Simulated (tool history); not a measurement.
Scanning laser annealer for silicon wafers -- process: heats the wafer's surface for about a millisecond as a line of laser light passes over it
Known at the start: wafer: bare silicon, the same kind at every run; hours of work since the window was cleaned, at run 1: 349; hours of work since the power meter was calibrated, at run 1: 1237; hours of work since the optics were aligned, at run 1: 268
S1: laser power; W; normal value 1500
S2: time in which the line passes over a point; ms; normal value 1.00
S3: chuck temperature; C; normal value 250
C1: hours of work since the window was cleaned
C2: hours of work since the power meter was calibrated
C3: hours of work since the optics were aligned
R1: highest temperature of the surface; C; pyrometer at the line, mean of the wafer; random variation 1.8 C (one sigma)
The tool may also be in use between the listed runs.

run	hour	S1	S2	S3	C1	C2	C3	R1
1	0.0	1500	1.00	250	349	1237	268	983
2	44.8	1422	1.00	250	384	1273	303	941
3	91.4	1422	1.00	250	421	1310	341	939
4	160.3	1422	1.00	250	476	1364	395	933
5	215.7	1500	1.00	257	520	1408	439	979
6	266.3	1500	1.00	250	561	1449	480	967
# hour 273.7: window over the wafer cleaned
7	314.4	1500	0.90	250	32	1485	516	920
8	376.4	1500	0.90	250	82	1535	566	919
9	446.7	1500	0.95	250	138	1591	622	934
# hour 459.2: window over the wafer cleaned, once more
10	506.5	1500	0.95	250	38	1637	668	970
11	563.5	1532	1.18	214	83	1682	713	1037
12	603.2	1532	0.74	247	114	1713	744	896
13	660.6	1532	0.74	247	160	1759	790	891
14	728.2	1296	0.79	231	214	1813	844	790
15	764.5	1296	0.79	231	243	1842	873	785
16	835.0	1296	0.79	231	299	1898	929	780
17	869.1	1618	0.93	250	326	1925	956	1008
18	903.7	1299	1.00	250	353	1952	983	871
19	936.6	1299	1.00	250	380	1979	1010	870
20	980.5	1500	0.83	260	415	2014	1045	915

Forecast each of these 4 alternatives for the next run:
A	1013.3	1500	1.00	274	441	2040	1071	?
B	1013.3	1519	1.07	258	441	2040	1071	?
C	1013.3	1385	0.98	250	441	2040	1071	?
D	1013.3	1582	1.05	266	441	2040	1071	?

run	R1
A	993
B	1014
C	903
D	1045
What these runs would have given with no unlogged condition in the tool:
run	R1
A	1025
B	1047
C	932
D	1079
